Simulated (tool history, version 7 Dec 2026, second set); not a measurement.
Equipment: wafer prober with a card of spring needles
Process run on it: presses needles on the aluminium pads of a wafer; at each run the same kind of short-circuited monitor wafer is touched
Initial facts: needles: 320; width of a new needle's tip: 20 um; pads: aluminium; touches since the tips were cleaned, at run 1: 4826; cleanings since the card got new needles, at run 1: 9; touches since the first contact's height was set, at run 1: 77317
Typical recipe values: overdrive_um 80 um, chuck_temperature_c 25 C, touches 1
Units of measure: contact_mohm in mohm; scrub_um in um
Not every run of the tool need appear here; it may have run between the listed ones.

run	hour	overdrive_um	chuck_temperature_c	touches	touches since the tips were cleaned	cleanings since the card got new needles	touches since the first contact's height was set	contact_mohm	scrub_um
1	0	80	25	1	4826	9	77317	212	17.21
2	6.4	80	25	1	6201	9	78692	210	17.09
# hour 10.7: tips cleaned on abrasive film
3	17.1	80	25	1	1377	10	80960	211	17.27
4	25.7	80	25	1	3224	10	82807	211	17.25
5	32.9	89	25	1	4776	10	84359	211	19.24
6	40.1	89	25	1	6319	10	85902	209	19.21
# hour 44.4: tips cleaned on abrasive film
7	45.5	89	25	1	236	11	87024	207	19.22
8	56.6	89	25	1	2634	11	89422	207	19.21
9	66.2	89	25	1	4685	11	91473	212	19.12
# hour 78: tips cleaned on abrasive film
10	78.9	72	25	1	189	12	94174	211	15.54
11	91.8	63	115	2	2960	12	96945	237	13.62
12	101.7	63	115	2	5076	12	99061	234	13.59
# hour 111.1: tips cleaned on abrasive film
13	111.2	63	46	2	25	13	101092	212	13.55
14	121.1	63	57	2	2144	13	103211	222	13.64
15	127.5	78	91	1	3524	13	104591	225	16.72

Run 16 comes next. What will it give?
16	136.3	78	91	1	5406	13	106473	?	?

contact_mohm: 225 mohm
scrub_um: 16.89 um
With the hidden condition absent and the run-to-run variation left alone, this run would have shown contact_mohm 225 mohm, scrub_um 16.89 um.
